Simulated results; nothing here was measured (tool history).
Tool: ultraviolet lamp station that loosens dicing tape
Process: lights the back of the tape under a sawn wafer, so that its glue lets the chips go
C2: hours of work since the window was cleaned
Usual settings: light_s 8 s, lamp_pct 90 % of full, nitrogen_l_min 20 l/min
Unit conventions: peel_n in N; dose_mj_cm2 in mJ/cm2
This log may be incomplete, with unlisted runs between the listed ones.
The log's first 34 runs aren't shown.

run 35 hour=670 | light_s=12 lamp_pct=90 nitrogen_l_min=16 | hours_of_work_of_the_lamp=203 C2=155 | peel_n=0.64 dose_mj_cm2=519
run 36 hour=683.7 | light_s=12 lamp_pct=90 nitrogen_l_min=16 | hours_of_work_of_the_lamp=211 C2=163 | peel_n=0.67 dose_mj_cm2=501
run 37 hour=696.6 | light_s=5 lamp_pct=90 nitrogen_l_min=20 | hours_of_work_of_the_lamp=218 C2=170 | peel_n=2.907 dose_mj_cm2=205
run 38 hour=719.2 | light_s=5 lamp_pct=90 nitrogen_l_min=20 | hours_of_work_of_the_lamp=232 C2=184 | peel_n=2.911 dose_mj_cm2=202
run 39 hour=740.5 | light_s=5 lamp_pct=94 nitrogen_l_min=8 | hours_of_work_of_the_lamp=244 C2=196 | peel_n=3.827 dose_mj_cm2=209
run 40 hour=763.9 | light_s=13 lamp_pct=94 nitrogen_l_min=8 | hours_of_work_of_the_lamp=258 C2=210 | peel_n=0.911 dose_mj_cm2=546
run 41 hour=787.4 | light_s=11 lamp_pct=90 nitrogen_l_min=20 | hours_of_work_of_the_lamp=272 C2=224 | peel_n=0.807 dose_mj_cm2=434
run 42 hour=810.5 | light_s=8 lamp_pct=84 nitrogen_l_min=11 | hours_of_work_of_the_lamp=285 C2=237 | peel_n=2.399 dose_mj_cm2=292

What if the next run were any one of these 4? Each begins from the tool's condition after run 42:
run A hour=829.3 | light_s=8 lamp_pct=91 nitrogen_l_min=20 | hours_of_work_of_the_lamp=297 C2=248 | peel_n=? dose_mj_cm2=?
run B hour=829.3 | light_s=10 lamp_pct=84 nitrogen_l_min=23 | hours_of_work_of_the_lamp=297 C2=248 | peel_n=? dose_mj_cm2=?
run C hour=829.3 | light_s=4 lamp_pct=90 nitrogen_l_min=15 | hours_of_work_of_the_lamp=297 C2=248 | peel_n=? dose_mj_cm2=?
run D hour=829.3 | light_s=10 lamp_pct=60 nitrogen_l_min=16 | hours_of_work_of_the_lamp=297 C2=248 | peel_n=? dose_mj_cm2=?

run=A peel_n=1.67 dose_mj_cm2=307
run=B peel_n=1.131 dose_mj_cm2=355
run=C peel_n=4.148 dose_mj_cm2=155
run=D peel_n=2.404 dose_mj_cm2=255
Without the tool's unlogged condition, the same runs would have read:
run=A peel_n=0.877 dose_mj_cm2=424
run=B peel_n=0.549 dose_mj_cm2=489
run=C peel_n=3.025 dose_mj_cm2=212
run=D peel_n=1.431 dose_mj_cm2=351
